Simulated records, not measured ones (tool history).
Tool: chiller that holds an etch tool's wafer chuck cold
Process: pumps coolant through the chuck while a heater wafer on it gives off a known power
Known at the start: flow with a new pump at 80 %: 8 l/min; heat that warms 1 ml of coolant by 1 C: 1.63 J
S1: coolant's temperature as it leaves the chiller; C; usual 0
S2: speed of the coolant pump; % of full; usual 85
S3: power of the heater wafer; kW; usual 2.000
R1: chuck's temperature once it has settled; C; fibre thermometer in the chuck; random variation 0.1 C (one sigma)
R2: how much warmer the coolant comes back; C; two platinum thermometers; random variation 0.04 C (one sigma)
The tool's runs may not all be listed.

run	hour	S1	S2	S3	R1	R2
1	0.0	0	85	2.000	18.9	8.67
2	48.9	0	85	2.000	18.9	8.61
3	75.5	0	85	2.000	18.9	8.65
4	110.2	0	85	2.000	19.0	8.60
5	137.7	0	85	2.000	18.8	8.63
6	166.2	0	85	2.000	18.8	8.66
7	202.6	0	85	2.000	18.7	8.59
8	242.0	0	85	2.000	18.8	8.51
9	270.0	2	85	2.000	20.8	8.62
10	317.8	2	85	2.000	20.9	8.58
11	369.9	2	85	1.584	17.0	6.79
12	408.0	2	85	1.116	12.5	4.69
13	435.8	0	85	1.389	13.1	5.90
14	484.1	9	85	2.000	27.9	8.48
15	524.6	9	85	2.000	27.7	8.46
16	552.5	0	88	2.000	18.4	8.17
17	594.3	0	66	1.453	16.5	8.06
18	639.5	9	79	2.000	28.9	9.13
19	670.2	-4	78	2.000	16.0	9.26
20	729.7	0	83	1.686	16.2	7.26
21	766.9	-7	71	1.134	5.1	5.68
22	792.3	0	61	1.084	12.9	6.48
23	848.0	9	68	1.084	21.1	5.66
24	904.6	-9	87	2.499	14.3	10.23
25	937.0	-9	87	2.499	14.1	10.23
26	996.1	-6	85	2.000	12.8	8.30
27	1049.8	0	85	2.000	18.8	8.25
28	1088.8	1	63	2.000	24.1	11.56
29	1125.9	7	85	1.271	19.0	5.20
30	1166.7	-1	92	1.108	8.8	4.02
# hour 1181.2: coolant changed, channels flushed
31	1211.6	-1	92	1.108	8.9	4.02

Forecast each of these 4 alternatives for the next run:
A	1262.4	0	85	1.052	?	?
B	1262.4	-6	91	1.434	?	?
C	1262.4	0	91	2.870	?	?
D	1262.4	3	90	2.105	?	?

run	R1	R2
A	9.9	4.16
B	6.8	5.44
C	25.8	11.15
D	22.0	8.09
Without the tool's hidden state the same runs would have given:
run	R1	R2
A	9.9	4.55
B	6.8	5.82
C	25.7	11.53
D	22.0	8.48

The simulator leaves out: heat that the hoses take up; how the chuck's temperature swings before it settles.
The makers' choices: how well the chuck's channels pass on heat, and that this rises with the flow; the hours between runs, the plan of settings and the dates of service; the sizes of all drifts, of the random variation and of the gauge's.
